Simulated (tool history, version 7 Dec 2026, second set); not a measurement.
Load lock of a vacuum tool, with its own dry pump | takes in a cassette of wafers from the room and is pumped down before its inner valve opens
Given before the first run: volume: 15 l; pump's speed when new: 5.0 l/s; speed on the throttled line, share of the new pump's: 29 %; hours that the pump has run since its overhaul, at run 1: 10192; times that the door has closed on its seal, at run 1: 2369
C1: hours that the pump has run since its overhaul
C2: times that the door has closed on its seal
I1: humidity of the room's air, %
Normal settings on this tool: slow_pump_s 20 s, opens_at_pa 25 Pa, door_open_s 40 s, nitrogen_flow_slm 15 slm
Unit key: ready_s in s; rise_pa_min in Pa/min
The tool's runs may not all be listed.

run 1 hour=0 | slow_pump_s=20 opens_at_pa=25 door_open_s=40 nitrogen_flow_slm=15 | C1=10192 C2=2369 | I1=45.3 | ready_s=42.1 rise_pa_min=0.035
run 2 hour=106.1 | slow_pump_s=20 opens_at_pa=25 door_open_s=40 nitrogen_flow_slm=15 | C1=10298 C2=2479 | I1=45.4 | ready_s=42.2 rise_pa_min=0.046
run 3 hour=215.3 | slow_pump_s=20 opens_at_pa=25 door_open_s=40 nitrogen_flow_slm=15 | C1=10407 C2=2593 | I1=42.2 | ready_s=42 rise_pa_min=0.042
run 4 hour=320.8 | slow_pump_s=20 opens_at_pa=45 door_open_s=40 nitrogen_flow_slm=15 | C1=10512 C2=2702 | I1=44 | ready_s=40.3 rise_pa_min=0.047
run 5 hour=417.9 | slow_pump_s=20 opens_at_pa=45 door_open_s=40 nitrogen_flow_slm=15 | C1=10609 C2=2803 | I1=42.7 | ready_s=40.3 rise_pa_min=0.048
run 6 hour=518.2 | slow_pump_s=20 opens_at_pa=45 door_open_s=40 nitrogen_flow_slm=15 | C1=10710 C2=2906 | I1=43 | ready_s=40 rise_pa_min=0.041
run 7 hour=584 | slow_pump_s=20 opens_at_pa=25 door_open_s=40 nitrogen_flow_slm=15 | C1=10776 C2=2975 | I1=43.5 | ready_s=43.2 rise_pa_min=0.04
run 8 hour=641.8 | slow_pump_s=20 opens_at_pa=25 door_open_s=81 nitrogen_flow_slm=15 | C1=10833 C2=3035 | I1=44.1 | ready_s=42.3 rise_pa_min=0.048
run 9 hour=695.5 | slow_pump_s=20 opens_at_pa=25 door_open_s=40 nitrogen_flow_slm=15 | C1=10887 C2=3090 | I1=43.4 | ready_s=43.6 rise_pa_min=0.049
run 10 hour=758.1 | slow_pump_s=25 opens_at_pa=25 door_open_s=40 nitrogen_flow_slm=15 | C1=10950 C2=3155 | I1=45.3 | ready_s=46.2 rise_pa_min=0.054
run 11 hour=866.4 | slow_pump_s=34 opens_at_pa=25 door_open_s=40 nitrogen_flow_slm=15 | C1=11058 C2=3267 | I1=44 | ready_s=51.7 rise_pa_min=0.047
run 12 hour=962.3 | slow_pump_s=34 opens_at_pa=25 door_open_s=40 nitrogen_flow_slm=15 | C1=11154 C2=3367 | I1=46.4 | ready_s=52.2 rise_pa_min=0.043
run 13 hour=1010.8 | slow_pump_s=28 opens_at_pa=25 door_open_s=190 nitrogen_flow_slm=13 | C1=11202 C2=3417 | I1=43.9 | ready_s=47.5 rise_pa_min=0.063
run 14 hour=1081 | slow_pump_s=18 opens_at_pa=25 door_open_s=40 nitrogen_flow_slm=15 | C1=11273 C2=3490 | I1=46.3 | ready_s=41.7 rise_pa_min=0.049
run 15 hour=1177.9 | slow_pump_s=27 opens_at_pa=40 door_open_s=39 nitrogen_flow_slm=15 | C1=11369 C2=3590 | I1=44.1 | ready_s=45.5 rise_pa_min=0.05
run 16 hour=1275.1 | slow_pump_s=20 opens_at_pa=31 door_open_s=77 nitrogen_flow_slm=15 | C1=11467 C2=3691 | I1=45.8 | ready_s=41.8 rise_pa_min=0.06
run 17 hour=1354 | slow_pump_s=20 opens_at_pa=31 door_open_s=77 nitrogen_flow_slm=33 | C1=11546 C2=3773 | I1=47.9 | ready_s=42.4 rise_pa_min=0.045
run 18 hour=1439.7 | slow_pump_s=14 opens_at_pa=29 door_open_s=27 nitrogen_flow_slm=9 | C1=11631 C2=3862 | I1=41.3 | ready_s=38.1 rise_pa_min=0.053
run 19 hour=1512.2 | slow_pump_s=14 opens_at_pa=48 door_open_s=143 nitrogen_flow_slm=9 | C1=11704 C2=3937 | I1=44.1 | ready_s=36.7 rise_pa_min=0.077
run 20 hour=1585.9 | slow_pump_s=14 opens_at_pa=48 door_open_s=143 nitrogen_flow_slm=9 | C1=11778 C2=4013 | I1=48.1 | ready_s=36.3 rise_pa_min=0.076
run 21 hour=1638.2 | slow_pump_s=14 opens_at_pa=48 door_open_s=143 nitrogen_flow_slm=9 | C1=11830 C2=4067 | I1=43.9 | ready_s=36.5 rise_pa_min=0.08
run 22 hour=1742.2 | slow_pump_s=18 opens_at_pa=25 door_open_s=40 nitrogen_flow_slm=8 | C1=11934 C2=4175 | I1=47.9 | ready_s=42 rise_pa_min=0.058
run 23 hour=1826.7 | slow_pump_s=20 opens_at_pa=45 door_open_s=40 nitrogen_flow_slm=20 | C1=12018 C2=4263 | I1=47.1 | ready_s=41.3 rise_pa_min=0.049

Predict each of these 4 candidate next runs independently; none follows another, all start after run 23:
run A hour=1920.7 | slow_pump_s=20 opens_at_pa=45 door_open_s=73 nitrogen_flow_slm=20 | C1=12112 C2=4360 | I1=44.2 | ready_s=? rise_pa_min=?
run B hour=1920.7 | slow_pump_s=11 opens_at_pa=45 door_open_s=40 nitrogen_flow_slm=20 | C1=12112 C2=4360 | I1=45.9 | ready_s=? rise_pa_min=?
run C hour=1920.7 | slow_pump_s=18 opens_at_pa=49 door_open_s=34 nitrogen_flow_slm=15 | C1=12112 C2=4360 | I1=45.2 | ready_s=? rise_pa_min=?
run D hour=1920.7 | slow_pump_s=20 opens_at_pa=19 door_open_s=40 nitrogen_flow_slm=41 | C1=12112 C2=4360 | I1=43.7 | ready_s=? rise_pa_min=?

run=A ready_s=41.5 rise_pa_min=0.055
run=B ready_s=35.2 rise_pa_min=0.049
run=C ready_s=38.6 rise_pa_min=0.052
run=D ready_s=43.6 rise_pa_min=0.04
Had the tool no hidden state, the same runs would have come out as:
run=A ready_s=38.3 rise_pa_min=0.03
run=B ready_s=31.5 rise_pa_min=0.024
run=C ready_s=35.3 rise_pa_min=0.027
run=D ready_s=39.9 rise_pa_min=0.015
